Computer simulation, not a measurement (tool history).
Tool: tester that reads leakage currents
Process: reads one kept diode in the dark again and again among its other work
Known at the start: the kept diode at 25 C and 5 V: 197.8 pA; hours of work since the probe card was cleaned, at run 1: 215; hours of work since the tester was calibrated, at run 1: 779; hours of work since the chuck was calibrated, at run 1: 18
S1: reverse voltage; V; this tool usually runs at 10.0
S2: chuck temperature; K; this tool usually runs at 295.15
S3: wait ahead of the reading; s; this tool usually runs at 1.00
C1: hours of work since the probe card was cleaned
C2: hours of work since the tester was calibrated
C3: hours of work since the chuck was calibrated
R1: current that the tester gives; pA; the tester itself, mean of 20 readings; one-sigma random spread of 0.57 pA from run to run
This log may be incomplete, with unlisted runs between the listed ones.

run	hour	S1	S2	S3	C1	C2	C3	R1
1	0.0	10.0	295.15	1.00	215	779	18	188.87
2	49.5	10.0	295.15	6.33	239	803	42	186.24
3	82.3	10.0	295.15	6.33	254	818	57	186.51
4	130.4	10.0	295.15	6.33	277	841	80	187.40
5	168.0	10.0	295.15	0.92	295	859	98	189.79
6	210.7	10.0	295.15	0.92	315	879	118	188.83
7	246.4	10.0	295.15	1.00	332	896	135	187.90
8	268.3	10.0	295.15	1.00	343	907	146	189.16
9	305.5	10.0	295.15	1.00	360	924	163	188.46
10	339.0	10.0	300.15	1.00	376	940	179	303.67
11	384.2	1.4	319.15	0.73	398	962	201	852.01
12	417.2	11.5	299.15	1.00	413	977	216	289.77
13	465.7	4.4	298.15	1.00	436	1000	240	190.58
14	495.6	16.5	306.15	3.83	451	1015	254	620.18
15	546.3	4.3	295.15	1.00	475	1039	278	142.43
16	594.0	4.3	295.15	1.00	497	1061	300	141.92
17	623.6	4.3	295.15	1.00	511	1075	315	142.67
18	659.2	10.0	324.15	1.00	528	1092	331	2462.42

Alternative continuations, all from the tool just after run 18; predict every row:
A	692.2	5.2	301.15	1.00	544	1108	347	?
B	692.2	10.0	304.15	1.00	544	1108	347	?
C	692.2	10.0	295.15	4.47	544	1108	347	?
D	692.2	1.9	323.15	0.77	544	1108	347	?
E	692.2	2.0	320.15	1.00	544	1108	347	?

run	R1
A	267.49
B	440.76
C	185.98
D	1309.65
E	1042.88
With the hidden condition removed and each run's random variation left untouched, the same runs would have given:
run	R1
A	267.37
B	440.56
C	185.88
D	1309.14
E	1042.46

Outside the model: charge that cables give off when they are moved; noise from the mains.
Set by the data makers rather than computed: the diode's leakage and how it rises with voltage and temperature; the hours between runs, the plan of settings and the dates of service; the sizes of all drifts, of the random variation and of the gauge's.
